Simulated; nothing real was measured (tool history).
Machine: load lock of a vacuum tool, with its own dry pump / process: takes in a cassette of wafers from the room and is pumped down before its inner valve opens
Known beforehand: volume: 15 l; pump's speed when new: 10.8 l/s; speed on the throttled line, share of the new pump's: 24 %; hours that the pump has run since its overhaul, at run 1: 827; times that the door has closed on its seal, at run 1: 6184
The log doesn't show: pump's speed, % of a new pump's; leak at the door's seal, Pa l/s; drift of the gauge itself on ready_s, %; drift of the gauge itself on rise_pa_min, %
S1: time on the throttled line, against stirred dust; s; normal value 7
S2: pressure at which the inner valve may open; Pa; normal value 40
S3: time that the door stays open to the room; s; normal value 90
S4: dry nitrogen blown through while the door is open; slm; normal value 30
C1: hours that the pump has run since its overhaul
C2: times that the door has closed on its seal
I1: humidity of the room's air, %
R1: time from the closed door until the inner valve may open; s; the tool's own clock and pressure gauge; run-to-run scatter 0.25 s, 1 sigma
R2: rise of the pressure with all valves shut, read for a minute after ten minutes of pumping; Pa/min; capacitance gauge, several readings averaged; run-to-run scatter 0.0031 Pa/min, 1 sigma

run 1 hour=0.0 | S1=7 S2=40 S3=90 S4=30 | C1=827 C2=6184 | I1=46.3 | R1=16.5 R2=0.075
run 2 hour=298.9 | S1=7 S2=40 S3=90 S4=30 | C1=1126 C2=6908 | I1=45.8 | R1=16.9 R2=0.076
run 3 hour=719.7 | S1=7 S2=40 S3=90 S4=30 | C1=1547 C2=7926 | I1=47.6 | R1=16.3 R2=0.082
run 4 hour=988.2 | S1=7 S2=40 S3=90 S4=30 | C1=1815 C2=8576 | I1=44.9 | R1=16.5 R2=0.083
run 5 hour=1301.4 | S1=7 S2=40 S3=90 S4=30 | C1=2128 C2=9334 | I1=47.1 | R1=16.3 R2=0.094
run 6 hour=1590.0 | S1=7 S2=40 S3=90 S4=30 | C1=2417 C2=10033 | I1=47.0 | R1=16.4 R2=0.091
run 7 hour=1875.8 | S1=7 S2=40 S3=90 S4=30 | C1=2703 C2=10725 | I1=41.8 | R1=16.6 R2=0.086
run 8 hour=2216.2 | S1=7 S2=40 S3=90 S4=30 | C1=3043 C2=11549 | I1=42.5 | R1=17.2 R2=0.087
run 9 hour=2422.7 | S1=7 S2=40 S3=90 S4=30 | C1=3250 C2=12048 | I1=46.8 | R1=17.0 R2=0.096
run 10 hour=2688.8 | S1=7 S2=40 S3=90 S4=30 | C1=3516 C2=12693 | I1=42.1 | R1=16.8 R2=0.097
run 11 hour=3012.8 | S1=7 S2=40 S3=90 S4=23 | C1=3840 C2=13477 | I1=41.7 | R1=16.6 R2=0.103
run 12 hour=3243.5 | S1=7 S2=40 S3=90 S4=23 | C1=4070 C2=14035 | I1=44.5 | R1=16.9 R2=0.115
run 13 hour=3608.8 | S1=7 S2=40 S3=90 S4=23 | C1=4436 C2=14919 | I1=47.3 | R1=17.3 R2=0.122
run 14 hour=4051.5 | S1=7 S2=40 S3=90 S4=23 | C1=4878 C2=15991 | I1=42.5 | R1=17.1 R2=0.122
run 15 hour=4369.2 | S1=7 S2=40 S3=90 S4=23 | C1=5196 C2=16760 | I1=47.2 | R1=17.1 R2=0.125
run 16 hour=4810.0 | S1=7 S2=40 S3=90 S4=23 | C1=5637 C2=17827 | I1=45.3 | R1=17.4 R2=0.131
run 17 hour=5061.2 | S1=7 S2=40 S3=90 S4=23 | C1=5888 C2=18435 | I1=49.2 | R1=16.9 R2=0.143
run 18 hour=5414.3 | S1=7 S2=40 S3=90 S4=23 | C1=6241 C2=19290 | I1=46.8 | R1=16.8 R2=0.139
run 19 hour=5671.2 | S1=7 S2=40 S3=106 S4=4 | C1=6498 C2=19911 | I1=44.9 | R1=17.2 R2=0.220
run 20 hour=6134.9 | S1=7 S2=40 S3=26 S4=4 | C1=6962 C2=21034 | I1=41.5 | R1=17.2 R2=0.135
run 21 hour=6434.7 | S1=11 S2=34 S3=112 S4=7 | C1=7262 C2=21759 | I1=40.0 | R1=20.4 R2=0.206
run 22 hour=6892.0 | S1=11 S2=34 S3=112 S4=7 | C1=7719 C2=22866 | I1=44.5 | R1=20.4 R2=0.221
run 23 hour=7210.9 | S1=10 S2=43 S3=112 S4=5 | C1=8038 C2=23638 | I1=43.7 | R1=19.8 R2=0.237
run 24 hour=7610.2 | S1=5 S2=40 S3=233 S4=30 | C1=8437 C2=24605 | I1=46.3 | R1=15.8 R2=0.211
run 25 hour=7928.2 | S1=7 S2=40 S3=73 S4=33 | C1=8755 C2=25375 | I1=41.7 | R1=17.3 R2=0.154
run 26 hour=8202.9 | S1=6 S2=40 S3=158 S4=30 | C1=9030 C2=26039 | I1=47.3 | R1=17.0 R2=0.198
run 27 hour=8550.5 | S1=6 S2=40 S3=158 S4=30 | C1=9377 C2=26881 | I1=45.8 | R1=17.2 R2=0.196
run 28 hour=9011.3 | S1=13 S2=50 S3=53 S4=25 | C1=9838 C2=27996 | I1=47.0 | R1=21.5 R2=0.178
-- hour=9102.1 dry pump taken out, an overhauled one fitted
run 29 hour=9311.6 | S1=8 S2=40 S3=90 S4=32 | C1=209 C2=28709 | I1=45.7 | R1=17.2 R2=0.193

Entry by entry between the runs, the difference in hidden state between the last listed run before and the first listed run after:
Run 28 -> run 29: dry pump taken out, an overhauled one fitted (hour 9102.1)
  pump's speed, % of a new pump's: 86 -> 99.7; leak at the door's seal, Pa l/s: 0.0345 -> 0.0359
  measured value less the no-hidden-state value, R1: +1.2 -> +0.0 s; R2: +0.129 -> +0.136 Pa/min

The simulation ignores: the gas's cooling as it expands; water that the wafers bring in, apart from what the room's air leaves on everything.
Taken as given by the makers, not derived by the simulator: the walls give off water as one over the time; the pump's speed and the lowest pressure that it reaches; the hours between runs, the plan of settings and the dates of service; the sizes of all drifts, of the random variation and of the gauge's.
